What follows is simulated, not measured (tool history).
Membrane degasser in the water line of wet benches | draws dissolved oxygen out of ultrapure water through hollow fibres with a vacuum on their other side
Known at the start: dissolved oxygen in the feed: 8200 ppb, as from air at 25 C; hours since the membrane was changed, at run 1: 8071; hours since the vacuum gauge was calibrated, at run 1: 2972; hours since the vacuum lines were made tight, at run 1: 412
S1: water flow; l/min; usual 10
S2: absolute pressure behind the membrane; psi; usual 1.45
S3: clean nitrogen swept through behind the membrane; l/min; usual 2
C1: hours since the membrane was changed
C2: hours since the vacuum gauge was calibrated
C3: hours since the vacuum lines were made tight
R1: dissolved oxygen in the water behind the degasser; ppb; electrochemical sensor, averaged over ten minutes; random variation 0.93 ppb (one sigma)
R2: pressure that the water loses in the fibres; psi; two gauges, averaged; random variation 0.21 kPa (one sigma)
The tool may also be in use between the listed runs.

{"run": 1, "hour": 0.0, "S1": 10, "S2": 1.45, "S3": 2, "C1": 8071, "C2": 2972, "C3": 412, "R1": 87.6, "R2": 7.464}
{"run": 2, "hour": 202.5, "S1": 10, "S2": 1.04, "S3": 2, "C1": 8274, "C2": 3174, "C3": 614, "R1": 53.5, "R2": 7.467}
{"run": 3, "hour": 333.9, "S1": 10, "S2": 1.04, "S3": 2, "C1": 8405, "C2": 3306, "C3": 746, "R1": 54, "R2": 7.469}
{"run": 4, "hour": 510.1, "S1": 10, "S2": 1.04, "S3": 2, "C1": 8582, "C2": 3482, "C3": 922, "R1": 53.5, "R2": 7.469}
{"hour": 537.0, "done": "membrane cartridge changed"}
{"run": 5, "hour": 733.8, "S1": 10, "S2": 1.45, "S3": 4.9, "C1": 197, "C2": 3702, "C3": 1141, "R1": 40.2, "R2": 7.468}
{"run": 6, "hour": 854.1, "S1": 16, "S2": 1.45, "S3": 2, "C1": 317, "C2": 3822, "C3": 1262, "R1": 169.5, "R2": 11.97}
{"run": 7, "hour": 1080.2, "S1": 16, "S2": 1.45, "S3": 2, "C1": 543, "C2": 4048, "C3": 1488, "R1": 169.9, "R2": 12.067}
{"run": 8, "hour": 1270.4, "S1": 13, "S2": 1.78, "S3": 5.1, "C1": 733, "C2": 4238, "C3": 1678, "R1": 75.6, "R2": 9.751}
{"run": 9, "hour": 1489.4, "S1": 13, "S2": 1.41, "S3": 1.52, "C1": 952, "C2": 4457, "C3": 1897, "R1": 149.1, "R2": 9.822}
{"run": 10, "hour": 1726.8, "S1": 13, "S2": 1.41, "S3": 1.52, "C1": 1190, "C2": 4695, "C3": 2134, "R1": 150.1, "R2": 9.77}
{"run": 11, "hour": 1890.0, "S1": 10, "S2": 1.62, "S3": 2, "C1": 1353, "C2": 4858, "C3": 2298, "R1": 102.9, "R2": 7.571}
{"run": 12, "hour": 2149.2, "S1": 10, "S2": 1.62, "S3": 2, "C1": 1612, "C2": 5117, "C3": 2557, "R1": 103.7, "R2": 7.525}
{"run": 13, "hour": 2355.6, "S1": 10, "S2": 1.45, "S3": 3.13, "C1": 1819, "C2": 5324, "C3": 2763, "R1": 59, "R2": 7.542}
{"run": 14, "hour": 2625.4, "S1": 8, "S2": 1.45, "S3": 1.99, "C1": 2088, "C2": 5593, "C3": 3033, "R1": 67.6, "R2": 6.138}

5 ways to go on from here, each from the tool as it stands after run 14. What would each give?
{"hour": 2725.4, "done": "seals of the vacuum lines changed"}
{"run": "A", "hour": 2854.5, "S1": 14, "S2": 2.54, "S3": 0.83, "C1": 2316, "C2": 5820, "C3": 129, "R1": "?", "R2": "?"}
{"hour": 2725.4, "done": "seals of the vacuum lines changed"}
{"run": "B", "hour": 2854.5, "S1": 15, "S2": 1.97, "S3": 1.99, "C1": 2316, "C2": 5820, "C3": 129, "R1": "?", "R2": "?"}
{"hour": 2725.4, "done": "seals of the vacuum lines changed"}
{"run": "C", "hour": 2854.5, "S1": 8, "S2": 1.39, "S3": 3.63, "C1": 2316, "C2": 5820, "C3": 129, "R1": "?", "R2": "?"}
{"hour": 2725.4, "done": "seals of the vacuum lines changed"}
{"run": "D", "hour": 2854.5, "S1": 8, "S2": 0.93, "S3": 0.82, "C1": 2316, "C2": 5820, "C3": 129, "R1": "?", "R2": "?"}
{"hour": 2725.4, "done": "seals of the vacuum lines changed"}
{"run": "E", "hour": 2854.5, "S1": 11, "S2": 2.8, "S3": 3.86, "C1": 2316, "C2": 5820, "C3": 129, "R1": "?", "R2": "?"}

run=A R1=546.8 R2=10.605
run=B R1=216.6 R2=11.39
run=C R1=37 R2=6.087
run=D R1=75.9 R2=6.08
run=E R1=119.5 R2=8.318
Without the tool's hidden state the same runs would have given:
run=A R1=546.4 R2=10.38
run=B R1=216.4 R2=11.148
run=C R1=36.9 R2=5.958
run=D R1=75.7 R2=5.951
run=E R1=119.4 R2=8.141

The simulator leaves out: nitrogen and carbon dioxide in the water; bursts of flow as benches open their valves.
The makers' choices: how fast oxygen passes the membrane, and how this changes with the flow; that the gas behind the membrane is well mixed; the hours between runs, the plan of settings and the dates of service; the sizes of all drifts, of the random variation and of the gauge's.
